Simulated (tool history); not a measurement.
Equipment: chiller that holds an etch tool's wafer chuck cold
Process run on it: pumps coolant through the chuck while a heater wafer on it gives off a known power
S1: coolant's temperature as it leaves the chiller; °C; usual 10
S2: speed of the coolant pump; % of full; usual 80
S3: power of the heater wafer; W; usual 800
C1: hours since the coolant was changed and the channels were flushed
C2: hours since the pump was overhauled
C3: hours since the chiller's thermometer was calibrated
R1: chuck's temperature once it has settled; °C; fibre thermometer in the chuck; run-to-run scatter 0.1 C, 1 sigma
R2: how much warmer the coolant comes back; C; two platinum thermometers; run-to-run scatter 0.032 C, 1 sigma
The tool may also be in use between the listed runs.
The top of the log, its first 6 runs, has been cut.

{"run": 7, "hour": 201.6, "S1": 1, "S2": 80, "S3": 800, "C1": 961, "C2": 285, "C3": 495, "R1": 6.9, "R2": 3.23}
{"run": 8, "hour": 242.7, "S1": 1, "S2": 80, "S3": 800, "C1": 1002, "C2": 326, "C3": 536, "R1": 7.1, "R2": 3.29}
{"run": 9, "hour": 290.4, "S1": 10, "S2": 80, "S3": 450, "C1": 1049, "C2": 374, "C3": 583, "R1": 13.2, "R2": 1.83}
{"run": 10, "hour": 316.8, "S1": 10, "S2": 80, "S3": 631, "C1": 1076, "C2": 400, "C3": 610, "R1": 14.7, "R2": 2.56}
{"run": 11, "hour": 341.6, "S1": 10, "S2": 80, "S3": 631, "C1": 1101, "C2": 425, "C3": 635, "R1": 14.6, "R2": 2.6}
{"run": 12, "hour": 367.6, "S1": 10, "S2": 80, "S3": 800, "C1": 1127, "C2": 451, "C3": 661, "R1": 15.9, "R2": 3.3}
{"run": 13, "hour": 395.9, "S1": 10, "S2": 80, "S3": 800, "C1": 1155, "C2": 479, "C3": 689, "R1": 16.1, "R2": 3.24}
{"run": 14, "hour": 429.0, "S1": 10, "S2": 80, "S3": 800, "C1": 1188, "C2": 512, "C3": 722, "R1": 15.9, "R2": 3.29}
{"run": 15, "hour": 469.6, "S1": 10, "S2": 80, "S3": 800, "C1": 1228, "C2": 553, "C3": 763, "R1": 15.9, "R2": 3.26}
{"run": 16, "hour": 510.8, "S1": 10, "S2": 80, "S3": 800, "C1": 1270, "C2": 594, "C3": 804, "R1": 16.1, "R2": 3.28}
{"run": 17, "hour": 547.4, "S1": 10, "S2": 75, "S3": 800, "C1": 1306, "C2": 631, "C3": 840, "R1": 16.5, "R2": 3.52}
{"run": 18, "hour": 577.9, "S1": 10, "S2": 75, "S3": 800, "C1": 1337, "C2": 661, "C3": 871, "R1": 16.3, "R2": 3.49}
{"run": 19, "hour": 612.3, "S1": 10, "S2": 75, "S3": 800, "C1": 1371, "C2": 696, "C3": 905, "R1": 16.5, "R2": 3.5}
{"run": 20, "hour": 644.8, "S1": 6, "S2": 67, "S3": 404, "C1": 1404, "C2": 728, "C3": 938, "R1": 9.6, "R2": 1.98}
{"run": 21, "hour": 694.8, "S1": 6, "S2": 67, "S3": 404, "C1": 1454, "C2": 778, "C3": 988, "R1": 9.4, "R2": 1.98}
{"run": 22, "hour": 729.3, "S1": 10, "S2": 93, "S3": 800, "C1": 1488, "C2": 812, "C3": 1022, "R1": 15.4, "R2": 2.8}
{"run": 23, "hour": 775.2, "S1": 10, "S2": 83, "S3": 800, "C1": 1534, "C2": 858, "C3": 1068, "R1": 16, "R2": 3.18}
{"run": 24, "hour": 814.7, "S1": 10, "S2": 83, "S3": 800, "C1": 1574, "C2": 898, "C3": 1108, "R1": 15.9, "R2": 3.17}
{"run": 25, "hour": 846.6, "S1": 10, "S2": 83, "S3": 800, "C1": 1606, "C2": 930, "C3": 1140, "R1": 16, "R2": 3.16}
{"run": 26, "hour": 889.8, "S1": 5, "S2": 83, "S3": 652, "C1": 1649, "C2": 973, "C3": 1183, "R1": 9.8, "R2": 2.59}
{"run": 27, "hour": 917.2, "S1": 5, "S2": 83, "S3": 652, "C1": 1676, "C2": 1000, "C3": 1210, "R1": 9.8, "R2": 2.56}
{"run": 28, "hour": 939.9, "S1": 13, "S2": 80, "S3": 800, "C1": 1699, "C2": 1023, "C3": 1233, "R1": 19, "R2": 3.35}
{"run": 29, "hour": 988.0, "S1": 10, "S2": 80, "S3": 856, "C1": 1747, "C2": 1071, "C3": 1281, "R1": 16.6, "R2": 3.47}
{"run": 30, "hour": 1034.1, "S1": 10, "S2": 80, "S3": 856, "C1": 1793, "C2": 1117, "C3": 1327, "R1": 16.6, "R2": 3.51}
{"run": 31, "hour": 1072.3, "S1": 18, "S2": 91, "S3": 684, "C1": 1831, "C2": 1156, "C3": 1365, "R1": 22.5, "R2": 2.47}

Consider 5 possible next runs. They are alternatives, not a sequence: every one starts from the tool as it was left by run 31. What does each give?
{"run": "A", "hour": 1095.4, "S1": 10, "S2": 79, "S3": 844, "C1": 1854, "C2": 1179, "C3": 1388, "R1": "?", "R2": "?"}
{"run": "B", "hour": 1095.4, "S1": 1, "S2": 78, "S3": 511, "C1": 1854, "C2": 1179, "C3": 1388, "R1": "?", "R2": "?"}
{"run": "C", "hour": 1095.4, "S1": 18, "S2": 91, "S3": 533, "C1": 1854, "C2": 1179, "C3": 1388, "R1": "?", "R2": "?"}
{"run": "D", "hour": 1095.4, "S1": 18, "S2": 63, "S3": 684, "C1": 1854, "C2": 1179, "C3": 1388, "R1": "?", "R2": "?"}
{"run": "E", "hour": 1095.4, "S1": 5, "S2": 69, "S3": 726, "C1": 1854, "C2": 1179, "C3": 1388, "R1": "?", "R2": "?"}

run=A R1=16.6 R2=3.53
run=B R1=4.9 R2=2.15
run=C R1=21.7 R2=1.91
run=D R1=24.1 R2=3.6
run=E R1=11.3 R2=3.51
Stripped of hidden state, with their random variation kept, the same runs would have yielded:
run=A R1=16.4 R2=3.46
run=B R1=4.8 R2=2.11
run=C R1=21.6 R2=1.88
run=D R1=24 R2=3.53
run=E R1=11.1 R2=3.44
